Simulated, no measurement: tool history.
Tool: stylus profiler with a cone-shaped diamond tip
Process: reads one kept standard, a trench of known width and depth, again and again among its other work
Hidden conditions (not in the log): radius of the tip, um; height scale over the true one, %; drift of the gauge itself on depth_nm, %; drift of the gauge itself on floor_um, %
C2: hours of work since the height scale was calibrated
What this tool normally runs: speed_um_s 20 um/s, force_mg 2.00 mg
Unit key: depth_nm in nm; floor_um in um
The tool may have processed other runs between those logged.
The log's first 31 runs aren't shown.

{"run": 32, "hour": 457.9, "speed_um_s": 38, "force_mg": 2.85, "scans with this tip": 6915, "C2": 168, "depth_nm": 1017.93, "floor_um": 23.0}
{"run": 33, "hour": 472.1, "speed_um_s": 6, "force_mg": 4.03, "scans with this tip": 6995, "C2": 180, "depth_nm": 1022.73, "floor_um": 23.19}
{"run": 34, "hour": 488.4, "speed_um_s": 61, "force_mg": 1.81, "scans with this tip": 7088, "C2": 193, "depth_nm": 1013.13, "floor_um": 22.89}
{"run": 35, "hour": 508.3, "speed_um_s": 26, "force_mg": 2.85, "scans with this tip": 7200, "C2": 208, "depth_nm": 1017.92, "floor_um": 23.08}
{"run": 36, "hour": 523.0, "speed_um_s": 20, "force_mg": 3.8, "scans with this tip": 7283, "C2": 220, "depth_nm": 1021.83, "floor_um": 23.05}
{"run": 37, "hour": 543.2, "speed_um_s": 15, "force_mg": 5.05, "scans with this tip": 7397, "C2": 236, "depth_nm": 1026.17, "floor_um": 23.07}
{"run": 38, "hour": 562.4, "speed_um_s": 15, "force_mg": 5.05, "scans with this tip": 7505, "C2": 251, "depth_nm": 1026.48, "floor_um": 23.1}
{"run": 39, "hour": 580.4, "speed_um_s": 5, "force_mg": 1.68, "scans with this tip": 7607, "C2": 266, "depth_nm": 1012.33, "floor_um": 23.06}
{"run": 40, "hour": 599.8, "speed_um_s": 70, "force_mg": 3.74, "scans with this tip": 7717, "C2": 281, "depth_nm": 1021.34, "floor_um": 22.88}
{"run": 41, "hour": 614.7, "speed_um_s": 75, "force_mg": 2.76, "scans with this tip": 7800, "C2": 293, "depth_nm": 1017.04, "floor_um": 22.81}
{"run": 42, "hour": 627.7, "speed_um_s": 75, "force_mg": 2.76, "scans with this tip": 7874, "C2": 303, "depth_nm": 1016.9, "floor_um": 22.81}
{"run": 43, "hour": 642.7, "speed_um_s": 6, "force_mg": 2.13, "scans with this tip": 7959, "C2": 315, "depth_nm": 1013.76, "floor_um": 23.1}

Below are 4 alternative next runs, each starting from the tool's condition after run 43. Predict each:
{"run": "A", "hour": 662.4, "speed_um_s": 9, "force_mg": 1.03, "scans with this tip": 8070, "C2": 331, "depth_nm": "?", "floor_um": "?"}
{"run": "B", "hour": 662.4, "speed_um_s": 15, "force_mg": 1.01, "scans with this tip": 8070, "C2": 331, "depth_nm": "?", "floor_um": "?"}
{"run": "C", "hour": 662.4, "speed_um_s": 9, "force_mg": 2.0, "scans with this tip": 8070, "C2": 331, "depth_nm": "?", "floor_um": "?"}
{"run": "D", "hour": 662.4, "speed_um_s": 20, "force_mg": 2.27, "scans with this tip": 8070, "C2": 331, "depth_nm": "?", "floor_um": "?"}

run=A depth_nm=1007.82 floor_um=23.04
run=B depth_nm=1007.50 floor_um=22.95
run=C depth_nm=1013.17 floor_um=23.00
run=D depth_nm=1014.80 floor_um=22.93
Without the tool's hidden state the same runs would have given:
run=A depth_nm=1009.55 floor_um=23.97
run=B depth_nm=1009.23 floor_um=23.87
run=C depth_nm=1014.91 floor_um=23.93
run=D depth_nm=1016.54 floor_um=23.86
